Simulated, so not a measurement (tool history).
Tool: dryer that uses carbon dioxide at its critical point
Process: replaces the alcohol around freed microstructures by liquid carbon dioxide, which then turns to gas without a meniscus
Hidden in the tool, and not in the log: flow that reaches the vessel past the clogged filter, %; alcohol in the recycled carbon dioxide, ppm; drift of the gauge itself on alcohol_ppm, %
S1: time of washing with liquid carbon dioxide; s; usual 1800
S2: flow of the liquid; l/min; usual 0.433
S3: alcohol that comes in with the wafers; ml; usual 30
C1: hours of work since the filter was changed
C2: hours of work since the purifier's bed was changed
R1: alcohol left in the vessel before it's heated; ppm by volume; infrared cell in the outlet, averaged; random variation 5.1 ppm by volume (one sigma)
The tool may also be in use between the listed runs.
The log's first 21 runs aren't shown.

run,hour,S1,S2,S3,C1,C2,R1
22,721,1860,0.433,30,127,140,129
23,746.3,1080,0.324,61,146,160,3136
24,770.3,1620,0.521,33,165,178,130
25,792.3,2520,0.276,24,182,195,212
26,838.2,2520,0.276,24,218,231,225
27,857.4,1800,0.562,37,233,246,132
28,881.2,1140,0.268,111,251,264,8414
29,924.7,1140,0.268,111,285,298,8280
30,966.3,1140,0.268,111,317,330,8436
31,985.3,1140,0.469,111,332,345,2314
32,1017.2,1620,0.429,21,357,370,297
33,1038.9,1140,0.291,42,373,387,2987
34,1064.4,1140,0.284,36,393,407,2785
35,1105.8,1140,0.284,36,425,439,2860
# hour 1110.7: inlet filter changed
36,1135.5,1860,0.384,80,19,461,471
37,1160.4,2340,0.433,104,39,480,232
38,1202,2460,0.268,43,71,513,433
39,1233.3,1200,0.487,56,95,537,749
40,1256.5,1800,0.334,95,113,555,1083
41,1292.9,1800,0.334,95,141,583,1122
42,1326,1800,0.334,95,167,609,1170
43,1357.9,2580,0.416,85,192,634,269

5 ways to go on from here, each from the tool as it stands after run 43. What would each give?
A,1381.5,1260,0.436,34,210,652,?
B,1381.5,2460,0.433,30,210,652,?
C,1381.5,1920,0.313,78,210,652,?
D,1381.5,1500,0.488,35,210,652,?
E,1381.5,2640,0.416,85,210,652,?

run,R1
A,746
B,252
C,1073
D,406
E,260
Without the tool's hidden state the same runs would have given:
run,R1
A,385
B,18
C,603
D,123
E,21
